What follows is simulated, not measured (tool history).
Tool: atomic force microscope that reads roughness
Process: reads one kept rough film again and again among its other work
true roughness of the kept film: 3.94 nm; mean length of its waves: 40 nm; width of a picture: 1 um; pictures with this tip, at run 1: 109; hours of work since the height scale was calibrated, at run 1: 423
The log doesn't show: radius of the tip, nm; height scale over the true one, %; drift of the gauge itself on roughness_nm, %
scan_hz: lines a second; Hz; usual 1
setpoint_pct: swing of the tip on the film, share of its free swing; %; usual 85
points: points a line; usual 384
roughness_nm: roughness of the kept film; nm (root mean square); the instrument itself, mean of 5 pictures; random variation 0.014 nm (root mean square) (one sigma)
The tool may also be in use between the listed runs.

run	day	scan_hz	setpoint_pct	points	pictures with this tip	hours of work since the height scale was calibrated	roughness_nm
1	0	1	85	384	109	423	3.278
2	0.662	1	83	384	137	435	3.267
3	1.646	1	83	384	178	453	3.283
4	2.875	1	83	384	230	476	3.242
5	4.283	1	85	272	290	503	3.181
6	5.279	2.93	85	384	332	521	2.644
7	6.421	2.81	85	384	381	543	2.635
# day 6.775: new tip fitted
8	7.662	2.81	85	384	38	565	2.783
9	8.504	1	85	497	73	581	3.316
10	9.708	1	70	848	124	604	3.464
# day 9.871: height scale calibrated on a step standard
11	10.783	1.01	67	848	168	17	3.464
12	12.183	1.01	67	848	228	43	3.441
13	13.267	1.08	86	384	274	63	3.116
14	14.079	1	57	384	308	79	3.449
# day 15.338: height scale calibrated on a step standard, once more
15	15.454	1	57	384	365	2	3.443
# day 16.121: new tip fitted
16	16.838	0.52	68	592	30	28	3.663
17	17.475	0.52	68	592	57	40	3.6

4 ways to go on from here, each from the tool as it stands after run 17. What would each give?
A	18.438	0.58	85	312	98	58	?
B	18.438	1	85	680	98	58	?
C	18.438	1	69	384	98	58	?
D	18.438	1	85	277	98	58	?

run	roughness_nm
A	3.45
B	3.291
C	3.498
D	3.251
Without the tool's hidden state the same runs would have given:
run	roughness_nm
A	3.508
B	3.347
C	3.557
D	3.305
